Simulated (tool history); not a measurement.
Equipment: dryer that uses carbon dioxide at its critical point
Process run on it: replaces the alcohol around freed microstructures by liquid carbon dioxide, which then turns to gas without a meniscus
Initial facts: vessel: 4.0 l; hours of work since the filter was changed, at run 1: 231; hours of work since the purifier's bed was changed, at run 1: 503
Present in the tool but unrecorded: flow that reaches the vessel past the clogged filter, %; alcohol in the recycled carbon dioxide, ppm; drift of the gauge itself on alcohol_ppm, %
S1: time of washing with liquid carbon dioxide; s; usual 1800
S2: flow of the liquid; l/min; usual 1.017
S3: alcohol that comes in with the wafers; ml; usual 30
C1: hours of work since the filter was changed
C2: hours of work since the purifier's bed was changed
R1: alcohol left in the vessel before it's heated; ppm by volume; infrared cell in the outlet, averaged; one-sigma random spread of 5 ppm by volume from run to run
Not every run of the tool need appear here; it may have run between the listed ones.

Run 1, day 0: usual settings; C1 231; C2 503. Result: R1 82 ppm by volume.
Run 2, day 1.196: usual settings; C1 254; C2 525. Result: R1 90 ppm by volume.
Run 3, day 2.658: usual settings; C1 282; C2 553. Result: R1 85 ppm by volume.
At day 3.938: purifier's bed changed.
Run 4, day 4.933: usual settings; C1 322; C2 19. Result: R1 72 ppm by volume.
Run 5, day 5.929: usual settings but S2 1.7 l/min; C1 341; C2 38. Result: R1 16 ppm by volume.
Run 6, day 6.892: usual settings but S1 1920 s; C1 359; C2 56. Result: R1 64 ppm by volume.
At day 8.529: inlet filter changed.
Run 7, day 8.675: usual settings but S1 2580 s; C1 3; C2 89. Result: R1 28 ppm by volume.
Run 8, day 10.038: usual settings; C1 29; C2 115. Result: R1 54 ppm by volume.
Run 9, day 11.888: usual settings but S1 2340 s; C1 64; C2 150. Result: R1 24 ppm by volume.
Run 10, day 13.55: usual settings but S1 1320 s; C1 95; C2 181. Result: R1 179 ppm by volume.
Run 11, day 14.671: usual settings but S1 1320 s; C1 116; C2 202. Result: R1 184 ppm by volume.
Run 12, day 15.867: usual settings but S1 1320 s, S3 68 ml; C1 139; C2 225. Result: R1 418 ppm by volume.
Run 13, day 16.829: usual settings but S1 1320 s, S3 68 ml; C1 157; C2 243. Result: R1 422 ppm by volume.
Run 14, day 18.033: usual settings but S1 1320 s, S3 68 ml; C1 180; C2 266. Result: R1 431 ppm by volume.
Run 15, day 19.433: usual settings; C1 206; C2 292. Result: R1 72 ppm by volume.
Run 16, day 20.588: usual settings; C1 228; C2 314. Result: R1 79 ppm by volume.
Run 17, day 22.5: usual settings; C1 264; C2 350. Result: R1 83 ppm by volume.
Run 18, day 24.033: usual settings; C1 293; C2 380. Result: R1 85 ppm by volume.
Run 19, day 26.112: usual settings but S1 1980 s; C1 333; C2 419. Result: R1 69 ppm by volume.
Run 20, day 27.4: usual settings but S1 1980 s; C1 357; C2 443. Result: R1 62 ppm by volume.
Run 21, day 28.617: usual settings; C1 380; C2 466. Result: R1 104 ppm by volume.
At day 29.129: inlet filter changed.
Run 22, day 30.354: usual settings; C1 23; C2 498. Result: R1 69 ppm by volume.
Run 23, day 32.154: usual settings; C1 57; C2 532. Result: R1 70 ppm by volume.

What does the tool deliver on the next run?
Run 24, day 33.125: usual settings; C1 76; C2 551. Result: R1 ?.

R1: 77 ppm by volume
Without the tool's hidden state the same run would have given R1 40 ppm by volume.
